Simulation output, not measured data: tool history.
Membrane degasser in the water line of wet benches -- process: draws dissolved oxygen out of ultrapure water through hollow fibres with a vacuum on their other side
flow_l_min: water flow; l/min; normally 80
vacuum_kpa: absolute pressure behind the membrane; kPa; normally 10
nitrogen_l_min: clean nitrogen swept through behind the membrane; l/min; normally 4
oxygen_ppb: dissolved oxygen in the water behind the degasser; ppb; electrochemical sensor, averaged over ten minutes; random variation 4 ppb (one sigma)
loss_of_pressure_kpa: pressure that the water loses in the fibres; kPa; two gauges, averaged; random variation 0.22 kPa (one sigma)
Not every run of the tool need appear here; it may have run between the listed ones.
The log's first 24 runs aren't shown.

| run | hour | flow_l_min | vacuum_kpa | nitrogen_l_min | hours since the membrane was changed | hours since the vacuum gauge was calibrated | hours since the vacuum lines were made tight | oxygen_ppb | loss_of_pressure_kpa |
|---|---|---|---|---|---|---|---|---|---|
| 25 | 1208.5 | 80 | 10 | 3.63 | 3408 | 1487 | 279 | 436.9 | 55.72 |
| 26 | 1274.1 | 80 | 10.5 | 9.63 | 3474 | 1552 | 345 | 265.5 | 55.94 |
| 27 | 1324.2 | 80 | 9.7 | 2.53 | 3524 | 1602 | 395 | 536.6 | 56.46 |
| 28 | 1358.1 | 53 | 15.7 | 8.26 | 3558 | 1636 | 429 | 223.6 | 37.09 |
| 29 | 1387.3 | 53 | 15.7 | 8.26 | 3587 | 1665 | 458 | 226.8 | 36.91 |
| 30 | 1430.2 | 53 | 15.7 | 8.26 | 3630 | 1708 | 501 | 225.9 | 37.07 |
| 31 | 1470.4 | 80 | 23.5 | 4 | 3670 | 1749 | 541 | 921.3 | 55.76 |
| 32 | 1529.8 | 80 | 23.5 | 4 | 3730 | 1808 | 600 | 935.1 | 55.91 |

Here are 4 independent what-if runs from the current tool condition. What would each one return?
| A | 1595.7 | 80 | 12.5 | 2.75 | 3795 | 1874 | 666 | ? | ? |
| B | 1595.7 | 116 | 6.5 | 10.04 | 3795 | 1874 | 666 | ? | ? |
| C | 1595.7 | 52 | 23.5 | 4 | 3795 | 1874 | 666 | ? | ? |
| D | 1595.7 | 117 | 8.2 | 4 | 3795 | 1874 | 666 | ? | ? |

| run | oxygen_ppb | loss_of_pressure_kpa |
|---|---|---|
| A | 663.7 | 56.15 |
| B | 412.1 | 81.24 |
| C | 610.7 | 36.35 |
| D | 623.1 | 81.42 |
The same runs, with their run-to-run variation unchanged, on a tool lacking any hidden condition would have given:
| run | oxygen_ppb | loss_of_pressure_kpa |
|---|---|---|
| A | 639.1 | 54.11 |
| B | 371.8 | 78.29 |
| C | 600.4 | 35.04 |
| D | 579.3 | 78.47 |
